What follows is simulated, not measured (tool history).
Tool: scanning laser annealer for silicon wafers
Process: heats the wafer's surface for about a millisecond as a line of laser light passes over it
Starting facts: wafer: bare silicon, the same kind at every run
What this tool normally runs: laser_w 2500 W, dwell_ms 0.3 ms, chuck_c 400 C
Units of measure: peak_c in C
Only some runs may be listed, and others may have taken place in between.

| run | hour | laser_w | dwell_ms | chuck_c | peak_c |
|---|---|---|---|---|---|
| 1 | 0 | 2500 | 0.3 | 400 | 1116 |
| 2 | 59.1 | 2500 | 0.3 | 400 | 1111 |
| 3 | 88.2 | 2500 | 0.3 | 400 | 1110 |
| 4 | 141.4 | 2500 | 0.3 | 400 | 1108 |
| 5 | 183 | 2500 | 0.3 | 400 | 1105 |
| 6 | 229.2 | 2500 | 0.3 | 400 | 1104 |
| 7 | 285.2 | 2205 | 0.3 | 400 | 1003 |
| 8 | 355.1 | 2205 | 0.3 | 400 | 1005 |
| 9 | 403 | 2205 | 0.3 | 400 | 1001 |
| 10 | 454.2 | 2500 | 0.275 | 400 | 1061 |
| 11 | 499.3 | 2500 | 0.275 | 400 | 1059 |
| 12 | 563.9 | 2500 | 0.275 | 400 | 1058 |
|  | 571.6 | window over the wafer cleaned |
| 13 | 598.3 | 2500 | 0.377 | 400 | 1144 |
| 14 | 649.4 | 2500 | 0.377 | 400 | 1139 |
|  | 692.8 | optics aligned, line set to its width |
| 15 | 716.8 | 2500 | 0.377 | 400 | 1139 |
| 16 | 764.5 | 2500 | 0.377 | 400 | 1135 |
| 17 | 814.3 | 2500 | 0.3 | 400 | 1054 |
|  | 840.7 | window over the wafer cleaned, once more |
| 18 | 855.5 | 2500 | 0.3 | 400 | 1127 |
| 19 | 887.3 | 2500 | 0.3 | 400 | 1124 |
| 20 | 941.2 | 2500 | 0.3 | 400 | 1127 |
| 21 | 988.2 | 2500 | 0.3 | 400 | 1122 |
| 22 | 1059.9 | 2745 | 0.258 | 414 | 1155 |
| 23 | 1101.9 | 2408 | 0.237 | 400 | 1007 |
| 24 | 1132.8 | 2408 | 0.237 | 400 | 1005 |
| 25 | 1194.8 | 2222 | 0.303 | 400 | 1023 |
| 26 | 1235 | 2526 | 0.252 | 362 | 1015 |
| 27 | 1294.7 | 2243 | 0.3 | 435 | 1061 |
| 28 | 1348.1 | 2243 | 0.3 | 435 | 1057 |
| 29 | 1411.3 | 2213 | 0.314 | 421 | 1043 |
| 30 | 1465.2 | 2343 | 0.32 | 400 | 1068 |
| 31 | 1503.7 | 2343 | 0.32 | 400 | 1069 |
| 32 | 1565.4 | 2500 | 0.36 | 388 | 1150 |
| 33 | 1596 | 2526 | 0.357 | 394 | 1160 |
| 34 | 1655.5 | 2404 | 0.242 | 405 | 995 |
| 35 | 1692.7 | 2567 | 0.249 | 400 | 1045 |
| 36 | 1749.2 | 2567 | 0.249 | 400 | 1041 |
| 37 | 1790.9 | 2449 | 0.258 | 401 | 1017 |
| 38 | 1835.5 | 2500 | 0.249 | 376 | 996 |
| 39 | 1900.3 | 2133 | 0.346 | 400 | 1008 |

The next listed run, before its measurement:
|  | 1924.6 | window over the wafer cleaned |
|  | 1934.2 | optics aligned, line set to its width |
| 40 | 1952.9 | 2208 | 0.224 | 368 | ? |

{"run 40": {"peak_c": 911}}
The same run, on a tool lacking any hidden state, would have yielded peak_c 912 C.
